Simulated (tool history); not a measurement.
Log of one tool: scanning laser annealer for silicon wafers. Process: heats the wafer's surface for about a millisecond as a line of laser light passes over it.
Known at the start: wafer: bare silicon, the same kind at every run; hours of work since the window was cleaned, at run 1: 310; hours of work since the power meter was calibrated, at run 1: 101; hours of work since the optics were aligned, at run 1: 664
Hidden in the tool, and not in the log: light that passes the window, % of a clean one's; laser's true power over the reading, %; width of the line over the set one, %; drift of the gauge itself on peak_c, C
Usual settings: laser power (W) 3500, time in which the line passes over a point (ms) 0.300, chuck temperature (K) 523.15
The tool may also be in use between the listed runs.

| run | hour | laser power (W) | time in which the line passes over a point (ms) | chuck temperature (K) | hours of work since the window was cleaned | hours of work since the power meter was calibrated | hours of work since the optics were aligned | highest temperature of the surface (K) |
|---|---|---|---|---|---|---|---|---|
| 1 | 0.0 | 3500 | 0.300 | 523.15 | 310 | 101 | 664 | 1235.15 |
| 2 | 5.2 | 3500 | 0.376 | 523.15 | 314 | 104 | 667 | 1318.15 |
| 3 | 13.6 | 3500 | 0.376 | 523.15 | 320 | 110 | 673 | 1318.15 |
| 4 | 19.6 | 3500 | 0.376 | 523.15 | 324 | 115 | 678 | 1321.15 |
| 5 | 24.2 | 3500 | 0.376 | 523.15 | 328 | 118 | 681 | 1322.15 |
| 6 | 32.2 | 3500 | 0.300 | 523.15 | 333 | 124 | 687 | 1235.15 |
| 7 | 38.2 | 3500 | 0.300 | 523.15 | 338 | 128 | 691 | 1233.15 |
| 8 | 42.3 | 3500 | 0.300 | 523.15 | 341 | 131 | 694 | 1231.15 |
| 9 | 50.5 | 3500 | 0.300 | 483.15 | 347 | 137 | 700 | 1194.15 |
| 10 | 59.2 | 3500 | 0.300 | 523.15 | 353 | 143 | 706 | 1232.15 |
| 11 | 67.7 | 3412 | 0.300 | 523.15 | 359 | 149 | 712 | 1211.15 |
| 12 | 75.5 | 3412 | 0.300 | 523.15 | 365 | 155 | 718 | 1210.15 |
| 13 | 80.7 | 3412 | 0.300 | 523.15 | 368 | 159 | 722 | 1214.15 |
| 14 | 90.4 | 3412 | 0.300 | 523.15 | 375 | 165 | 728 | 1211.15 |
| 15 | 94.5 | 3412 | 0.300 | 558.15 | 378 | 168 | 731 | 1247.15 |
| 16 | 98.8 | 3412 | 0.300 | 558.15 | 381 | 171 | 734 | 1243.15 |
| 17 | 108.7 | 3500 | 0.300 | 523.15 | 388 | 179 | 742 | 1234.15 |
| 18 | 117.9 | 3500 | 0.300 | 523.15 | 395 | 185 | 748 | 1235.15 |
| 19 | 122.7 | 3500 | 0.300 | 523.15 | 398 | 189 | 752 | 1234.15 |
| 20 | 128.0 | 3500 | 0.300 | 523.15 | 402 | 192 | 755 | 1234.15 |
| 21 | 135.4 | 3500 | 0.300 | 523.15 | 408 | 198 | 761 | 1232.15 |
| 22 | 141.3 | 3500 | 0.335 | 523.15 | 412 | 202 | 765 | 1276.15 |
| 23 | 150.0 | 3635 | 0.335 | 523.15 | 418 | 208 | 771 | 1313.15 |
| 24 | 156.9 | 3635 | 0.375 | 548.15 | 423 | 213 | 776 | 1381.15 |
| 25 | 161.5 | 3500 | 0.305 | 537.15 | 426 | 217 | 779 | 1256.15 |
| 26 | 168.5 | 3500 | 0.305 | 537.15 | 431 | 222 | 785 | 1253.15 |
| 27 | 175.4 | 3500 | 0.305 | 537.15 | 436 | 226 | 789 | 1254.15 |
| 28 | 183.3 | 3537 | 0.321 | 492.15 | 442 | 232 | 795 | 1238.15 |
| 29 | 190.7 | 3537 | 0.321 | 492.15 | 447 | 238 | 800 | 1238.15 |
| 30 | 199.1 | 3119 | 0.300 | 523.15 | 453 | 243 | 806 | 1138.15 |
| 31 | 206.9 | 3119 | 0.300 | 523.15 | 459 | 249 | 812 | 1138.15 |
| 32 | 214.5 | 3119 | 0.300 | 523.15 | 464 | 255 | 818 | 1141.15 |
| 33 | 223.0 | 3119 | 0.259 | 523.15 | 470 | 261 | 824 | 1096.15 |
| 34 | 232.8 | 3119 | 0.259 | 523.15 | 477 | 268 | 831 | 1093.15 |
| 35 | 241.0 | 3119 | 0.259 | 523.15 | 483 | 274 | 837 | 1092.15 |
| 36 | 248.6 | 3119 | 0.259 | 523.15 | 489 | 279 | 842 | 1094.15 |
| 37 | 256.4 | 3500 | 0.354 | 523.15 | 494 | 285 | 848 | 1294.15 |
| 38 | 264.9 | 3400 | 0.362 | 501.15 | 500 | 291 | 854 | 1254.15 |
| 39 | 270.2 | 3527 | 0.227 | 505.15 | 504 | 295 | 857 | 1127.15 |
| 40 | 275.0 | 3151 | 0.300 | 523.15 | 508 | 298 | 861 | 1148.15 |
| 41 | 282.5 | 3677 | 0.293 | 524.15 | 513 | 303 | 866 | 1271.15 |

4 ways to go on from here, each from the tool as it stands after run 41. What would each give?
| A | 287.7 | 3553 | 0.293 | 516.15 | 517 | 307 | 870 | ? |
| B | 287.7 | 3176 | 0.307 | 511.15 | 517 | 307 | 870 | ? |
| C | 287.7 | 3500 | 0.300 | 555.15 | 517 | 307 | 870 | ? |
| D | 287.7 | 3677 | 0.251 | 524.15 | 517 | 307 | 870 | ? |

| run | highest temperature of the surface (K) |
|---|---|
| A | 1231.15 |
| B | 1146.15 |
| C | 1266.15 |
| D | 1213.15 |
Without the tool's hidden state the same runs would have given:
| run | highest temperature of the surface (K) |
|---|---|
| A | 1233.15 |
| B | 1148.15 |
| C | 1268.15 |
| D | 1215.15 |
